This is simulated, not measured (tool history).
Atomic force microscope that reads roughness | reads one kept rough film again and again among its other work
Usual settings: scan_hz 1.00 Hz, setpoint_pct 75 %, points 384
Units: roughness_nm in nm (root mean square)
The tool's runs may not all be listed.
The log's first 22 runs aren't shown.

{"hour": 363.3, "done": "height scale calibrated on a step standard"}
{"run": 23, "hour": 386.0, "scan_hz": 1.92, "setpoint_pct": 81, "points": 928, "roughness_nm": 3.469}
{"run": 24, "hour": 409.9, "scan_hz": 1.92, "setpoint_pct": 81, "points": 928, "roughness_nm": 3.389}
{"run": 25, "hour": 420.2, "scan_hz": 1.92, "setpoint_pct": 81, "points": 928, "roughness_nm": 3.311}
{"run": 26, "hour": 431.9, "scan_hz": 0.89, "setpoint_pct": 73, "points": 384, "roughness_nm": 3.444}
{"hour": 451.0, "done": "new tip fitted"}
{"run": 27, "hour": 451.4, "scan_hz": 0.89, "setpoint_pct": 73, "points": 384, "roughness_nm": 3.802}
{"run": 28, "hour": 471.4, "scan_hz": 2.36, "setpoint_pct": 73, "points": 298, "roughness_nm": 3.594}
{"hour": 479.9, "done": "height scale calibrated on a step standard, once more"}
{"run": 29, "hour": 490.5, "scan_hz": 2.36, "setpoint_pct": 73, "points": 298, "roughness_nm": 3.57}
{"run": 30, "hour": 514.0, "scan_hz": 3.81, "setpoint_pct": 72, "points": 298, "roughness_nm": 3.373}
{"run": 31, "hour": 534.5, "scan_hz": 1.0, "setpoint_pct": 72, "points": 763, "roughness_nm": 3.521}
{"run": 32, "hour": 556.2, "scan_hz": 0.73, "setpoint_pct": 75, "points": 521, "roughness_nm": 3.45}
{"run": 33, "hour": 567.7, "scan_hz": 0.73, "setpoint_pct": 75, "points": 290, "roughness_nm": 3.422}
{"hour": 573.3, "done": "new tip fitted"}
{"run": 34, "hour": 587.2, "scan_hz": 0.92, "setpoint_pct": 78, "points": 636, "roughness_nm": 3.759}
{"run": 35, "hour": 609.8, "scan_hz": 0.92, "setpoint_pct": 78, "points": 636, "roughness_nm": 3.706}

Forecast each of these 5 alternatives for the next run:
{"run": "A", "hour": 629.2, "scan_hz": 0.92, "setpoint_pct": 82, "points": 352, "roughness_nm": "?"}
{"run": "B", "hour": 629.2, "scan_hz": 0.92, "setpoint_pct": 78, "points": 881, "roughness_nm": "?"}
{"run": "C", "hour": 629.2, "scan_hz": 2.51, "setpoint_pct": 75, "points": 827, "roughness_nm": "?"}
{"run": "D", "hour": 629.2, "scan_hz": 2.08, "setpoint_pct": 82, "points": 636, "roughness_nm": "?"}
{"run": "E", "hour": 629.2, "scan_hz": 0.77, "setpoint_pct": 89, "points": 627, "roughness_nm": "?"}

run=A roughness_nm=3.592
run=B roughness_nm=3.628
run=C roughness_nm=3.478
run=D roughness_nm=3.422
run=E roughness_nm=3.565
Without the tool's hidden state the same runs would have given:
run=A roughness_nm=3.818
run=B roughness_nm=3.858
run=C roughness_nm=3.699
run=D roughness_nm=3.639
run=E roughness_nm=3.790

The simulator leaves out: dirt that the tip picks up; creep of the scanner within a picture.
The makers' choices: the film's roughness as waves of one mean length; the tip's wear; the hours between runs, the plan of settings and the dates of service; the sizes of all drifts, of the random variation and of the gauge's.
